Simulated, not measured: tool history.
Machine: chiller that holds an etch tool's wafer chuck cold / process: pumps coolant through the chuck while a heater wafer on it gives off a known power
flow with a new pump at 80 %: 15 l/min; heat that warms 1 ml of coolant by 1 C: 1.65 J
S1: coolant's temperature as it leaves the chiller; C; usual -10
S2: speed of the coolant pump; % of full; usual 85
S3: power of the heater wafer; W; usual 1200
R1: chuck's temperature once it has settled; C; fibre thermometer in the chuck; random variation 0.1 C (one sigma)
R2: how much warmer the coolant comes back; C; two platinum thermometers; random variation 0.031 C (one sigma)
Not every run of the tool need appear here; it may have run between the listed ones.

run 1 hour=0 | S1=-10 S2=85 S3=1200 | R1=2.5 R2=3.02
run 2 hour=81.2 | S1=-6 S2=85 S3=1200 | R1=6.8 R2=3.07
run 3 hour=178 | S1=-12 S2=85 S3=1200 | R1=0.7 R2=3.07
run 4 hour=264.9 | S1=-12 S2=85 S3=1200 | R1=0.8 R2=3.03
run 5 hour=404 | S1=-10 S2=85 S3=1200 | R1=2.7 R2=3.05
run 6 hour=557.5 | S1=-10 S2=85 S3=1062 | R1=1.3 R2=2.71
run 7 hour=635.3 | S1=-10 S2=85 S3=1062 | R1=1.4 R2=2.72
run 8 hour=776 | S1=-10 S2=85 S3=1062 | R1=1.3 R2=2.78
-- hour=791.4 coolant pump overhauled
run 9 hour=870.8 | S1=-10 S2=85 S3=1062 | R1=1.7 R2=2.84
run 10 hour=954.4 | S1=-10 S2=85 S3=1062 | R1=1.8 R2=2.92
run 11 hour=1108.1 | S1=-10 S2=73 S3=1200 | R1=4.5 R2=3.78
run 12 hour=1204.6 | S1=-9 S2=71 S3=1363 | R1=7.6 R2=4.43
-- hour=1350.8 coolant pump overhauled, once more
run 13 hour=1362.3 | S1=-16 S2=81 S3=1200 | R1=-3.3 R2=2.88
run 14 hour=1470.7 | S1=-19 S2=64 S3=1200 | R1=-4.6 R2=3.67
run 15 hour=1565.8 | S1=-8 S2=64 S3=1200 | R1=6.4 R2=3.72
run 16 hour=1661 | S1=-8 S2=64 S3=1200 | R1=6.5 R2=3.75
run 17 hour=1787.5 | S1=-8 S2=64 S3=1200 | R1=6.4 R2=3.75
run 18 hour=1910.5 | S1=-4 S2=80 S3=1016 | R1=7.1 R2=2.54
run 19 hour=2039.8 | S1=-4 S2=80 S3=1016 | R1=7.1 R2=2.52
run 20 hour=2141.1 | S1=-20 S2=85 S3=1016 | R1=-9.1 R2=2.39
run 21 hour=2264.2 | S1=-4 S2=61 S3=1016 | R1=8.8 R2=3.33

5 ways to go on from here, each from the tool as it stands after run 21. What would each give?
run A hour=2403.2 | S1=-6 S2=87 S3=664 | R1=? R2=?
run B hour=2403.2 | S1=0 S2=80 S3=966 | R1=? R2=?
run C hour=2403.2 | S1=-4 S2=61 S3=707 | R1=? R2=?
run D hour=2403.2 | S1=-16 S2=85 S3=1200 | R1=? R2=?
run E hour=2403.2 | S1=-6 S2=85 S3=1439 | R1=? R2=?

run=A R1=1.2 R2=1.49
run=B R1=10.7 R2=2.44
run=C R1=4.9 R2=2.33
run=D R1=-3.2 R2=2.77
run=E R1=9.3 R2=3.44
Without the tool's unlogged condition, the same runs would have read:
run=A R1=0.1 R2=1.45
run=B R1=9.2 R2=2.37
run=C R1=3.6 R2=2.26
run=D R1=-5.1 R2=2.68
run=E R1=7.1 R2=3.34
